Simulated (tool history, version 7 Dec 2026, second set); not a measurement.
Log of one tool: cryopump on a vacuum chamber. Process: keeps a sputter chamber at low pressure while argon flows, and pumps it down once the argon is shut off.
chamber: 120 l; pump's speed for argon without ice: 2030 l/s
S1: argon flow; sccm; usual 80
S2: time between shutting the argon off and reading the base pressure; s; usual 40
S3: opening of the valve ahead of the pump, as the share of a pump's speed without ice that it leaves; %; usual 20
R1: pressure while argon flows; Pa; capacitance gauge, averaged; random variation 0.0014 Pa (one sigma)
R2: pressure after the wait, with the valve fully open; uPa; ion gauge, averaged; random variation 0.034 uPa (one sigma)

| run | hour | S1 | S2 | S3 | R1 | R2 |
|---|---|---|---|---|---|---|
| 1 | 0 | 80 | 40 | 20 | 0.3472 | 2.4 |
| 2 | 96.1 | 80 | 40 | 20 | 0.3477 | 2.44 |
| 3 | 156.8 | 80 | 42 | 20 | 0.3486 | 2.43 |
|  | 242.7 | pump warmed up, emptied and cooled again |
| 4 | 254.2 | 80 | 42 | 20 | 0.3335 | 2.25 |
| 5 | 295.8 | 80 | 40 | 20 | 0.3346 | 2.43 |
| 6 | 336.1 | 80 | 106 | 20 | 0.3342 | 1.34 |
| 7 | 382.9 | 80 | 40 | 43 | 0.158 | 2.54 |
| 8 | 429.6 | 80 | 40 | 43 | 0.1582 | 2.39 |
| 9 | 491.5 | 80 | 40 | 43 | 0.1594 | 2.47 |
| 10 | 582.6 | 80 | 40 | 43 | 0.1598 | 2.45 |
| 11 | 672.5 | 80 | 40 | 43 | 0.1601 | 2.43 |
| 12 | 731.4 | 80 | 54 | 20 | 0.3404 | 2.08 |
| 13 | 813.6 | 80 | 40 | 20 | 0.34 | 2.59 |
| 14 | 854.1 | 131 | 40 | 20 | 0.5593 | 2.54 |
| 15 | 909.6 | 80 | 40 | 20 | 0.3425 | 2.5 |
| 16 | 989.1 | 80 | 40 | 20 | 0.3415 | 2.47 |
| 17 | 1080.1 | 80 | 36 | 20 | 0.3436 | 2.76 |
| 18 | 1136.8 | 54 | 40 | 19 | 0.2452 | 2.61 |
| 19 | 1234.1 | 34 | 77 | 25 | 0.1181 | 1.83 |
| 20 | 1305.5 | 113 | 40 | 32 | 0.3154 | 2.63 |
| 21 | 1390.7 | 113 | 40 | 32 | 0.3156 | 2.75 |
| 22 | 1487.6 | 113 | 40 | 32 | 0.3169 | 2.69 |
| 23 | 1565.2 | 72 | 124 | 20 | 0.3171 | 1.67 |
|  | 1578.5 | pump warmed up, emptied and cooled again |
| 24 | 1621.5 | 49 | 124 | 20 | 0.205 | 1.47 |
| 25 | 1692.2 | 49 | 124 | 20 | 0.2059 | 1.48 |
| 26 | 1750 | 123 | 56 | 42 | 0.2475 | 2.2 |
| 27 | 1815.2 | 123 | 56 | 18 | 0.5749 | 2.16 |
| 28 | 1876.8 | 84 | 117 | 34 | 0.2117 | 1.57 |
| 29 | 1956.1 | 84 | 117 | 34 | 0.2137 | 1.63 |
| 30 | 2013.5 | 84 | 117 | 34 | 0.2116 | 1.66 |
| 31 | 2107 | 70 | 140 | 60 | 0.104 | 1.55 |
| 32 | 2189.2 | 80 | 244 | 20 | 0.3447 | 1.36 |
| 33 | 2270.4 | 80 | 40 | 34 | 0.206 | 2.81 |

Measured less the same run without the tool's hidden state. The same run-to-run variation is in both; the gauge's scatter may not be:
The hidden state here: pump's speed, % of a pump's without ice; cold plate's temperature, K; leak into the chamber, uPa l/s; drift of the gauge itself on working_pa, %; drift of the gauge itself on base_upa, %.
| run | R1 | R2 |
|---|---|---|
| 1 | +0.0137 | +0.63 |
| 2 | +0.015 | +0.67 |
| 3 | +0.0158 | +0.7 |
| 4 | +0.002 | +0.56 |
| 5 | +0.0025 | +0.59 |
| 6 | +0.0029 | +0.6 |
| 7 | +0.0033 | +0.63 |
| 8 | +0.0038 | +0.62 |
| 9 | +0.0045 | +0.64 |
| 10 | +0.0054 | +0.66 |
| 11 | +0.0063 | +0.67 |
| 12 | +0.007 | +0.71 |
| 13 | +0.008 | +0.74 |
| 14 | +0.0139 | +0.75 |
| 15 | +0.0091 | +0.74 |
| 16 | +0.0101 | +0.75 |
| 17 | +0.0111 | +0.8 |
| 18 | +0.008 | +0.82 |
| 19 | +0.0056 | +0.85 |
| 20 | +0.0197 | +0.86 |
| 21 | +0.0213 | +0.92 |
| 22 | +0.0231 | +0.93 |
| 23 | +0.0159 | +1 |
| 24 | +0.0016 | +0.81 |
| 25 | +0.0021 | +0.79 |
| 26 | +0.0059 | +0.85 |
| 27 | +0.0069 | +0.84 |
| 28 | +0.0055 | +0.89 |
| 29 | +0.0064 | +0.91 |
| 30 | +0.0068 | +0.93 |
| 31 | +0.0066 | +0.95 |
| 32 | +0.0085 | +0.98 |
| 33 | +0.0094 | +1 |
